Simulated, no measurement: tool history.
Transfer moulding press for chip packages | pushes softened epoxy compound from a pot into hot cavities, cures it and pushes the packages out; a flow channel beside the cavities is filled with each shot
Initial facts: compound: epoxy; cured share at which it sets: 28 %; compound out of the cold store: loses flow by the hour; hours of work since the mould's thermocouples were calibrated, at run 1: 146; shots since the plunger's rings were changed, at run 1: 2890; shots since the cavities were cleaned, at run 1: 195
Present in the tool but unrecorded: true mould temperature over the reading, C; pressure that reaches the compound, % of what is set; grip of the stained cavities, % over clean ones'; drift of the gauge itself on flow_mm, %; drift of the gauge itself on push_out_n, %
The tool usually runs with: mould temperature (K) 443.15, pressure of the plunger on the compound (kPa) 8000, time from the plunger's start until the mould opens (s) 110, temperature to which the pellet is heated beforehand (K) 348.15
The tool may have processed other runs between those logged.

run,day,mould temperature (K),pressure of the plunger on the compound (kPa),time from the plunger's start until the mould opens (s),temperature to which the pellet is heated beforehand (K),hours of work since the mould's thermocouples were calibrated,shots since the plunger's rings were changed,shots since the cavities were cleaned,incoming compound's hours out of the cold store,length that the compound runs in the flow channel (mm),greatest force on the pins that push the packages out (N)
1,0.000,443.15,8000,110,348.15,146,2890,195,9.9,758,370
2,0.229,446.15,8000,110,348.15,149,2942,247,18.5,707,350
3,0.521,443.15,8000,110,348.15,153,3008,313,14.3,738,416
4,0.883,443.15,8000,110,348.15,158,3090,395,15.3,728,418
5,1.371,443.15,6010,110,348.15,165,3201,506,38.7,540,444
# day 1.512: cavities cleaned with cleaning compound and waxed
6,1.867,443.15,8000,110,348.15,171,3298,80,43.7,589,307
7,2.396,443.15,8000,149,348.15,178,3418,200,29.8,649,320
8,2.846,443.15,8000,149,348.15,184,3520,302,38.3,605,356
9,3.200,443.15,8000,149,348.15,189,3600,382,24.6,671,399
10,3.621,443.15,8000,149,348.15,195,3695,477,39.1,607,398
# day 3.871: cavities cleaned with cleaning compound and waxed
11,4.133,443.15,8420,110,348.15,201,3797,60,46.0,593,299
12,4.621,443.15,8420,91,348.15,208,3907,170,35.5,637,466
# day 4.888: plunger's sealing rings changed
13,5.088,443.15,8420,91,348.15,213,46,252,35.8,684,495
14,5.554,443.15,8420,128,348.15,219,151,357,37.4,668,357
# day 5.662: mould's thermocouples calibrated
15,6.167,443.15,8420,128,348.15,7,270,476,21.5,754,402
# day 6.438: cavities cleaned with cleaning compound and waxed
16,6.629,444.15,6790,102,349.15,12,361,44,35.3,613,323
17,6.975,438.15,9340,110,341.15,17,439,122,38.3,706,421
18,7.229,445.15,8000,110,352.15,21,496,179,33.7,656,336
19,7.717,443.15,6290,140,348.15,27,606,289,43.8,557,331
20,8.225,439.15,9720,105,348.15,34,721,404,31.4,752,545
21,8.471,439.15,9690,105,355.15,38,778,461,21.2,809,607
# day 8.804: cavities cleaned with cleaning compound and waxed
22,8.858,439.15,9690,105,355.15,42,851,13,8.0,902,403
# day 9.062: mould's thermocouples calibrated, once more
23,9.225,439.15,9690,105,355.15,2,914,76,15.6,842,420
24,9.754,443.15,8000,113,348.15,9,1034,196,32.5,658,340
25,10.150,443.15,7430,100,356.15,15,1123,285,30.3,656,428
26,10.667,441.15,8000,110,352.15,22,1240,402,35.6,659,455
# day 11.242: cavities cleaned with cleaning compound and waxed
27,11.262,437.15,8000,118,352.15,29,1361,5,37.6,661,329

3 options for the next run, each taken on its own from the tool as it stands now. Forecast them:
A,11.758,437.15,8010,118,343.15,36,1473,117,41.7,?,?
B,11.758,443.15,6520,137,339.15,36,1473,117,37.8,?,?
C,11.758,449.15,8000,121,352.15,36,1473,117,38.8,?,?

run,length that the compound runs in the flow channel (mm),greatest force on the pins that push the packages out (N)
A,635,383
B,572,275
C,618,270
What these runs would have given with no unlogged condition in the tool:
run,length that the compound runs in the flow channel (mm),greatest force on the pins that push the packages out (N)
A,653,321
B,588,228
C,635,227

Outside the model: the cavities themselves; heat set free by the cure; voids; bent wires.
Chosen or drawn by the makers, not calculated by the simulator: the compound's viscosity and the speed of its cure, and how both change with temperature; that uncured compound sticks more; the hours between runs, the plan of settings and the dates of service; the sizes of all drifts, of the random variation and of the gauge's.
